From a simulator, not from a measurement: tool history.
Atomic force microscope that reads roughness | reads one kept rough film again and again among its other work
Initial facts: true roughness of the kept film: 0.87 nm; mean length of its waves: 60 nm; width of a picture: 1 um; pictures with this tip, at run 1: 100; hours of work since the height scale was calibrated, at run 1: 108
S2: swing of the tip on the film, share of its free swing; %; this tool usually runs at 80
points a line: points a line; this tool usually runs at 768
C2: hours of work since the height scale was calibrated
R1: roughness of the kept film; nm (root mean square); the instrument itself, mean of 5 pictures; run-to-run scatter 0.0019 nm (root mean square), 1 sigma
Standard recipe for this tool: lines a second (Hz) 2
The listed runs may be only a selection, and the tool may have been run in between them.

Run 1, day 0: usual settings; pictures with this tip 100; C2 108. Result: R1 0.739 nm (root mean square).
Run 2, day 1.004: usual settings; pictures with this tip 133; C2 119. Result: R1 0.74 nm (root mean square).
Run 3, day 1.654: usual settings; pictures with this tip 154; C2 125. Result: R1 0.736 nm (root mean square).
Run 4, day 2.417: usual settings but S2 62 %; pictures with this tip 179; C2 134. Result: R1 0.813 nm (root mean square).
Run 5, day 3.492: usual settings; pictures with this tip 214; C2 145. Result: R1 0.737 nm (root mean square).
At day 3.712: new tip fitted.
Run 6, day 4.312: usual settings but S2 60 %; pictures with this tip 20; C2 153. Result: R1 0.819 nm (root mean square).
Run 7, day 5.417: usual settings but S2 60 %; pictures with this tip 56; C2 165. Result: R1 0.821 nm (root mean square).
Run 8, day 6.646: usual settings but S2 88 %; pictures with this tip 96; C2 178. Result: R1 0.693 nm (root mean square).
Run 9, day 7.275: usual settings but points a line 280; pictures with this tip 116; C2 185. Result: R1 0.737 nm (root mean square).
Run 10, day 7.879: usual settings but points a line 280; pictures with this tip 136; C2 191. Result: R1 0.737 nm (root mean square).
Run 11, day 8.525: usual settings; pictures with this tip 157; C2 198. Result: R1 0.738 nm (root mean square).
Run 12, day 9.117: usual settings but lines a second (Hz) 2.37; pictures with this tip 176; C2 204. Result: R1 0.721 nm (root mean square).
Run 13, day 10.046: usual settings; pictures with this tip 207; C2 214. Result: R1 0.736 nm (root mean square).
At day 10.525: new tip fitted.
Run 14, day 10.917: usual settings but S2 89 %; pictures with this tip 12; C2 223. Result: R1 0.686 nm (root mean square).
Run 15, day 11.933: usual settings; pictures with this tip 45; C2 234. Result: R1 0.739 nm (root mean square).
Run 16, day 12.467: usual settings; pictures with this tip 63; C2 240. Result: R1 0.739 nm (root mean square).
Run 17, day 12.992: usual settings but S2 69 %, points a line 467; pictures with this tip 80; C2 245. Result: R1 0.786 nm (root mean square).
Run 18, day 13.942: usual settings but lines a second (Hz) 0.52, S2 56 %, points a line 272; pictures with this tip 111; C2 255. Result: R1 0.849 nm (root mean square).
Run 19, day 14.925: usual settings but lines a second (Hz) 0.88, S2 71 %, points a line 340; pictures with this tip 143; C2 266. Result: R1 0.824 nm (root mean square).
Run 20, day 16.125: usual settings but lines a second (Hz) 0.88, S2 71 %, points a line 340; pictures with this tip 182; C2 279. Result: R1 0.824 nm (root mean square).
Run 21, day 16.971: usual settings but lines a second (Hz) 0.88, S2 71 %, points a line 340; pictures with this tip 210; C2 288. Result: R1 0.826 nm (root mean square).
At day 17.317: new tip fitted.
Run 22, day 17.492: usual settings but lines a second (Hz) 0.88, S2 71 %, points a line 340; pictures with this tip 6; C2 293. Result: R1 0.827 nm (root mean square).
Run 23, day 18.708: usual settings but lines a second (Hz) 3.58, S2 71 %, points a line 340; pictures with this tip 45; C2 306. Result: R1 0.725 nm (root mean square).
Run 24, day 19.788: usual settings but lines a second (Hz) 1.45, S2 75 %, points a line 425; pictures with this tip 81; C2 317. Result: R1 0.788 nm (root mean square).
Run 25, day 20.488: usual settings but lines a second (Hz) 1.45, S2 81 %, points a line 769; pictures with this tip 103; C2 325. Result: R1 0.762 nm (root mean square).
Run 26, day 21.233: usual settings but lines a second (Hz) 0.99, S2 86 %, points a line 354; pictures with this tip 128; C2 332. Result: R1 0.773 nm (root mean square).
Run 27, day 21.879: usual settings but lines a second (Hz) 0.74, S2 67 %, points a line 763; pictures with this tip 149; C2 339. Result: R1 0.839 nm (root mean square).
Run 28, day 22.396: usual settings but S2 74 %, points a line 556; pictures with this tip 165; C2 345. Result: R1 0.769 nm (root mean square).
Run 29, day 22.938: usual settings but S2 74 %, points a line 556; pictures with this tip 183; C2 351. Result: R1 0.766 nm (root mean square).

Consider 4 possible next runs. They are alternatives, not a sequence: every one starts from the tool as it was left by run 29. What does each give?
At day 24.092: new tip fitted.
Run A, day 24.15: usual settings but lines a second (Hz) 1.72, S2 74 %, points a line 419; pictures with this tip 2; C2 363. Result: R1 ?.
At day 24.092: new tip fitted.
Run B, day 24.15: usual settings but lines a second (Hz) 2.84, S2 62 %, points a line 420; pictures with this tip 2; C2 363. Result: R1 ?.
At day 24.092: new tip fitted.
Run C, day 24.15: usual settings but lines a second (Hz) 2.52, S2 82 %, points a line 556; pictures with this tip 2; C2 363. Result: R1 ?.
At day 24.092: new tip fitted.
Run D, day 24.15: usual settings but lines a second (Hz) 3.81, S2 65 %, points a line 556; pictures with this tip 2; C2 363. Result: R1 ?.

run     R1
  A  0.782
  B  0.794
  C  0.697
  D  0.758
Without the tool's unlogged condition, the same runs would have read:
run     R1
  A  0.782
  B  0.795
  C  0.697
  D  0.758
